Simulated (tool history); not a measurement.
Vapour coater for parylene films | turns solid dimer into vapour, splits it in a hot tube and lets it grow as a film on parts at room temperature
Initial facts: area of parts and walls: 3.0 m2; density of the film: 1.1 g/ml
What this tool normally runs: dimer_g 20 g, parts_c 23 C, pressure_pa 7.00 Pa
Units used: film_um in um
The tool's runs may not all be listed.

run 1 hour=0.0 | dimer_g=20 parts_c=23 pressure_pa=7.00 | film_um=3.01
run 2 hour=41.7 | dimer_g=27 parts_c=23 pressure_pa=7.00 | film_um=4.03
run 3 hour=73.0 | dimer_g=27 parts_c=23 pressure_pa=7.00 | film_um=4.03
run 4 hour=101.0 | dimer_g=27 parts_c=23 pressure_pa=7.00 | film_um=4.03
run 5 hour=149.0 | dimer_g=20 parts_c=23 pressure_pa=7.00 | film_um=2.95
run 6 hour=184.2 | dimer_g=20 parts_c=23 pressure_pa=7.00 | film_um=2.93
-- hour=191.4 trap's valve overhauled
run 7 hour=208.6 | dimer_g=20 parts_c=23 pressure_pa=7.00 | film_um=2.98
run 8 hour=238.0 | dimer_g=20 parts_c=23 pressure_pa=7.00 | film_um=2.95
run 9 hour=276.8 | dimer_g=28 parts_c=18 pressure_pa=7.00 | film_um=4.76
run 10 hour=301.5 | dimer_g=9 parts_c=18 pressure_pa=3.39 | film_um=1.69
run 11 hour=322.1 | dimer_g=9 parts_c=18 pressure_pa=3.39 | film_um=1.74
run 12 hour=342.5 | dimer_g=9 parts_c=18 pressure_pa=3.39 | film_um=1.73
run 13 hour=370.0 | dimer_g=9 parts_c=18 pressure_pa=3.39 | film_um=1.67
run 14 hour=396.3 | dimer_g=9 parts_c=18 pressure_pa=3.39 | film_um=1.69
run 15 hour=436.6 | dimer_g=9 parts_c=23 pressure_pa=6.73 | film_um=1.32

Each row is a separate what-if for the run after 15, all from the same tool condition, not one after another. Results?
run A hour=456.4 | dimer_g=9 parts_c=17 pressure_pa=6.73 | film_um=?
run B hour=456.4 | dimer_g=9 parts_c=34 pressure_pa=2.87 | film_um=?
run C hour=456.4 | dimer_g=15 parts_c=23 pressure_pa=6.73 | film_um=?

run=A film_um=1.58
run=B film_um=1.12
run=C film_um=2.26
Stripped of hidden state, with their random variation kept, the same runs would have yielded:
run=A film_um=1.59
run=B film_um=1.13
run=C film_um=2.27

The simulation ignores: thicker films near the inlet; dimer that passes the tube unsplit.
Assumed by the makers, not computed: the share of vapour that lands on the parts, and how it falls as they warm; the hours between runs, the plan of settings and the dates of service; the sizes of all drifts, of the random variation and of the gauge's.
